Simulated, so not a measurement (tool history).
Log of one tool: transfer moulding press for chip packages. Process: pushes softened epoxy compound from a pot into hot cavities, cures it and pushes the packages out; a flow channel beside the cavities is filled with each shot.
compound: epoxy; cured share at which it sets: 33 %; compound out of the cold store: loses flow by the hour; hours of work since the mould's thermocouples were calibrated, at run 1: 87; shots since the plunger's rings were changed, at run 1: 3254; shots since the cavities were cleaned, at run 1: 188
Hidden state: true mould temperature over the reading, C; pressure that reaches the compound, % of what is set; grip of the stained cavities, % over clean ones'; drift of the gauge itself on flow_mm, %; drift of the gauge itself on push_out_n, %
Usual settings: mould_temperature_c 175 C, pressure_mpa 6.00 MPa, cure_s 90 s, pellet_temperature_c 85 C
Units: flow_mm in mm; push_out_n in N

| run | hour | mould_temperature_c | pressure_mpa | cure_s | pellet_temperature_c | hours of work since the mould's thermocouples were calibrated | shots since the plunger's rings were changed | shots since the cavities were cleaned | incoming compound's hours out of the cold store | flow_mm | push_out_n |
|---|---|---|---|---|---|---|---|---|---|---|---|
| 1 | 0.0 | 175 | 6.00 | 90 | 85 | 87 | 3254 | 188 | 9.3 | 883 | 289 |
|  | 33.7 | plunger's sealing rings changed |
|  | 39.0 | cavities cleaned with cleaning compound and waxed |
| 2 | 40.1 | 175 | 6.00 | 90 | 85 | 104 | 43 | 9 | 12.2 | 881 | 284 |
| 3 | 84.7 | 175 | 6.00 | 90 | 85 | 126 | 433 | 399 | 11.7 | 888 | 274 |
|  | 95.1 | cavities cleaned with cleaning compound and waxed |
| 4 | 116.1 | 175 | 6.00 | 90 | 85 | 140 | 694 | 183 | 28.3 | 831 | 291 |
|  | 152.4 | cavities cleaned with cleaning compound and waxed |
| 5 | 158.0 | 175 | 6.00 | 90 | 85 | 159 | 1047 | 49 | 15.4 | 852 | 283 |
| 6 | 188.8 | 175 | 6.00 | 90 | 85 | 174 | 1316 | 318 | 29.1 | 833 | 283 |
|  | 210.7 | cavities cleaned with cleaning compound and waxed |
| 7 | 245.0 | 175 | 6.00 | 90 | 85 | 200 | 1794 | 300 | 11.3 | 877 | 289 |
|  | 267.1 | cavities cleaned with cleaning compound and waxed |
| 8 | 296.4 | 175 | 6.00 | 90 | 85 | 223 | 2229 | 255 | 31.6 | 814 | 282 |
|  | 325.0 | cavities cleaned with cleaning compound and waxed |
| 9 | 350.5 | 175 | 6.00 | 90 | 85 | 248 | 2689 | 223 | 9.9 | 896 | 291 |
|  | 382.3 | cavities cleaned with cleaning compound and waxed |
| 10 | 402.3 | 175 | 6.00 | 90 | 85 | 272 | 3128 | 174 | 23.1 | 848 | 290 |
|  | 440.0 | cavities cleaned with cleaning compound and waxed |
|  | 453.8 | plunger's sealing rings changed |
| 11 | 462.4 | 175 | 6.00 | 90 | 85 | 299 | 75 | 173 | 16.6 | 869 | 280 |
|  | 500.8 | cavities cleaned with cleaning compound and waxed |
| 12 | 509.1 | 175 | 6.00 | 90 | 85 | 321 | 470 | 73 | 44.4 | 779 | 265 |
| 13 | 538.6 | 177 | 6.00 | 90 | 85 | 335 | 728 | 331 | 39.0 | 789 | 261 |
|  | 558.9 | cavities cleaned with cleaning compound and waxed |
| 14 | 582.1 | 181 | 6.00 | 116 | 93 | 354 | 1094 | 202 | 23.5 | 798 | 233 |
|  | 615.3 | cavities cleaned with cleaning compound and waxed |
| 15 | 627.8 | 173 | 5.94 | 84 | 83 | 376 | 1481 | 109 | 21.7 | 860 | 354 |
| 16 | 665.5 | 173 | 5.94 | 84 | 83 | 393 | 1810 | 438 | 10.1 | 887 | 367 |
|  | 671.3 | cavities cleaned with cleaning compound and waxed |
| 17 | 703.2 | 180 | 6.00 | 84 | 79 | 411 | 2126 | 279 | 9.5 | 862 | 255 |
|  | 729.7 | cavities cleaned with cleaning compound and waxed |
|  | 745.4 | mould's thermocouples calibrated |
| 18 | 754.8 | 180 | 6.00 | 84 | 79 | 5 | 2547 | 203 | 40.7 | 776 | 245 |
| 19 | 781.8 | 180 | 6.00 | 84 | 79 | 17 | 2782 | 438 | 11.1 | 849 | 252 |
|  | 788.6 | cavities cleaned with cleaning compound and waxed |
| 20 | 813.0 | 171 | 6.00 | 100 | 86 | 31 | 3041 | 213 | 45.4 | 804 | 279 |
|  | 844.8 | cavities cleaned with cleaning compound and waxed |
| 21 | 856.2 | 171 | 6.00 | 100 | 86 | 51 | 3406 | 100 | 42.0 | 825 | 280 |
|  | 871.7 | plunger's sealing rings changed |
| 22 | 891.8 | 168 | 5.20 | 100 | 86 | 67 | 176 | 389 | 44.8 | 775 | 359 |
|  | 903.4 | cavities cleaned with cleaning compound and waxed |
| 23 | 937.0 | 182 | 5.35 | 100 | 78 | 88 | 558 | 294 | 44.3 | 708 | 222 |
|  | 959.6 | cavities cleaned with cleaning compound and waxed |
| 24 | 994.2 | 171 | 5.95 | 100 | 82 | 114 | 1044 | 302 | 32.0 | 840 | 300 |
|  | 1016.6 | cavities cleaned with cleaning compound and waxed |
| 25 | 1042.7 | 171 | 5.95 | 100 | 82 | 137 | 1455 | 228 | 20.1 | 872 | 311 |
|  | 1075.0 | cavities cleaned with cleaning compound and waxed |
| 26 | 1084.8 | 175 | 5.61 | 90 | 88 | 156 | 1809 | 85 | 17.1 | 831 | 283 |

4 ways to go on from here, each from the tool as it stands after run 26. What would each give?
|  | 1131.5 | cavities cleaned with cleaning compound and waxed |
| A | 1138.3 | 175 | 6.00 | 128 | 86 | 181 | 2263 | 59 | 26.5 | ? | ? |
|  | 1131.5 | cavities cleaned with cleaning compound and waxed |
| B | 1138.3 | 175 | 7.36 | 90 | 85 | 181 | 2263 | 59 | 43.7 | ? | ? |
|  | 1131.5 | cavities cleaned with cleaning compound and waxed |
| C | 1138.3 | 176 | 5.61 | 95 | 93 | 181 | 2263 | 59 | 19.7 | ? | ? |
|  | 1131.5 | cavities cleaned with cleaning compound and waxed |
| D | 1138.3 | 171 | 6.27 | 90 | 85 | 181 | 2263 | 59 | 32.8 | ? | ? |

| run | flow_mm | push_out_n |
|---|---|---|
| A | 837 | 232 |
| B | 877 | 285 |
| C | 828 | 258 |
| D | 858 | 348 |
Without the tool's hidden state the same runs would have given:
| run | flow_mm | push_out_n |
|---|---|---|
| A | 838 | 231 |
| B | 878 | 284 |
| C | 829 | 257 |
| D | 859 | 347 |
